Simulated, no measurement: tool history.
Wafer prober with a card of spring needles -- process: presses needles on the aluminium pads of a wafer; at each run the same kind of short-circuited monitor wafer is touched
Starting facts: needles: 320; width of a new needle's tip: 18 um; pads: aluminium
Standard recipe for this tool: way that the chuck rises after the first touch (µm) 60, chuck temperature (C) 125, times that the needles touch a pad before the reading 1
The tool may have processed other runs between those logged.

run   hour  way that the chuck rises after the first touch (µm)  chuck temperature (C)  times that the needles touch a pad before the reading  resistance of one needle with its contact and lead (mohm)  way that a needle slides on the pad (µm)
  1    0.0                                                   60                    125                                                      1                                                        180                                      7.40
  2    6.9                                                   65                    125                                                      1                                                        177                                      8.08
  3   17.9                                                   65                    125                                                      1                                                        180                                      8.01
  4   24.0                                                   65                    125                                                      1                                                        180                                      8.01
  5   29.8                                                   60                    125                                                      1                                                        180                                      7.40
  6   38.2                                                   60                     27                                                      1                                                        160                                      7.34
  7   45.7                                                   51                     27                                                      1                                                        162                                      6.34
  8   54.4                                                   51                     27                                                      1                                                        164                                      6.27
  9   66.3                                                   51                     27                                                      1                                                        164                                      6.29
 10   74.2                                                   51                     27                                                      1                                                        162                                      6.23
 11   80.5                                                   51                     27                                                      1                                                        163                                      6.26
 12   85.9                                                   60                     35                                                      1                                                        162                                      7.40
 13   97.9                                                   60                     35                                                      1                                                        162                                      7.42
 14  106.6                                                   44                    125                                                      1                                                        193                                      5.42
 15  115.3                                                   44                    125                                                      1                                                        191                                      5.40
 16  120.9                                                   44                    125                                                      1                                                        190                                      5.42
 17  128.4                                                   60                     51                                                      1                                                        169                                      7.35
 18  134.4                                                   69                     66                                                      2                                                        162                                      8.50
 19  141.4                                                   69                     66                                                      2                                                        165                                      8.46
 20  147.3                                                   69                     66                                                      2                                                        167                                      8.50
 21  159.1                                                   69                     66                                                      2                                                        163                                      8.48
 22  165.0                                                   74                    121                                                      2                                                        176                                      9.15
 23  176.4                                                   61                     47                                                      1                                                        165                                      7.49
 24  183.1                                                   60                     47                                                      3                                                        165                                      7.40
 25  190.4                                                   46                     47                                                      2                                                        170                                      5.64
 26  197.3                                                   46                     47                                                      2                                                        171                                      5.65
 27  205.5                                                   46                     47                                                      2                                                        172                                      5.68
 28  217.2                                                   46                     47                                                      2                                                        171                                      5.64
 29  224.4                                                   46                     47                                                      2                                                        173                                      5.70
 30  235.8                                                   46                     47                                                      2                                                        174                                      5.66
 31  248.1                                                   64                     50                                                      1                                                        164                                      7.84
 32  255.0                                                   44                    106                                                      1                                                        184                                      5.41
 33  266.2                                                   49                    106                                                      2                                                        183                                      6.00
 34  277.0                                                   51                    106                                                      1                                                        181                                      6.28

Taken out of this log: 22 entries between the listed runs. Where each belongs, and how the hidden state differs across it:
Logged between run 1 and run 2: tips cleaned on abrasive film (hour 6.1)
  debris on the tips, nm: 0.4 -> 0.1
Logged between run 3 and run 4: tips cleaned on abrasive film (hour 19.4)
  debris on the tips, nm: 0.6 -> 0.3
Logged between run 5 and run 6: tips cleaned on abrasive film (hour 33.3)
  debris on the tips, nm: 0.5 -> 0.4
Logged between run 7 and run 8: tips cleaned on abrasive film (hour 46.3)
  debris on the tips, nm: 0.6 -> 0.5
Logged between run 8 and run 9: tips cleaned on abrasive film (hour 59.6)
  debris on the tips, nm: 0.5 -> 0.4
Logged between run 9 and run 10: tips cleaned on abrasive film (hour 73.1)
  debris on the tips, nm: 0.4 -> 0.1
Logged between run 12 and run 13: tips cleaned on abrasive film (hour 87.0)
  the hidden state is the same at both runs
Logged between run 13 and run 14: tips cleaned on abrasive film (hour 100.5)
  debris on the tips, nm: 0.6 -> 0.4; way that the needles fall short of the set height, um: 0 -> 0.01
Logged between run 14 and run 15: tips cleaned on abrasive film (hour 114.0)
  debris on the tips, nm: 0.4 -> 0.1; tips' diameter, um: 18 -> 18.01
Logged between run 16 and run 17: tips cleaned on abrasive film (hour 127.4)
  debris on the tips, nm: 0.4 -> 0.1
Logged between run 18 and run 19: tips cleaned on abrasive film (hour 140.7)
  debris on the tips, nm: 0.4 -> 0.1
Logged between run 20 and run 21: tips cleaned on abrasive film (hour 153.9)
  debris on the tips, nm: 0.4 -> 0.3
Logged between run 22 and run 23: tips cleaned on abrasive film (hour 167.4)
  debris on the tips, nm: 0.6 -> 0.5
Logged between run 23 and run 24: tips cleaned on abrasive film (hour 180.9)
  debris on the tips, nm: 0.5 -> 0.2
Logged between run 25 and run 26: tips cleaned on abrasive film (hour 194.4)
  debris on the tips, nm: 0.5 -> 0.2
Logged between run 27 and run 28: tips cleaned on abrasive film (hour 207.4)
  debris on the tips, nm: 0.6 -> 0.5
Logged between run 28 and run 29: tips cleaned on abrasive film (hour 221.3)
  debris on the tips, nm: 0.5 -> 0.2
Logged between run 29 and run 30: tips cleaned on abrasive film (hour 234.7)
  debris on the tips, nm: 0.2 -> 0.1
Logged between run 30 and run 31: height of the first contact set anew (hour 239.1); tips cleaned on abrasive film (hour 248.1)
  debris on the tips, nm: 0.1 -> 0; way that the needles fall short of the set height, um: 0.01 -> 0
Logged between run 32 and run 33: tips cleaned on abrasive film (hour 261.3)
  debris on the tips, nm: 0.4 -> 0.3
Logged between run 33 and run 34: tips cleaned on abrasive film (hour 274.5)
  debris on the tips, nm: 0.3 -> 0.2
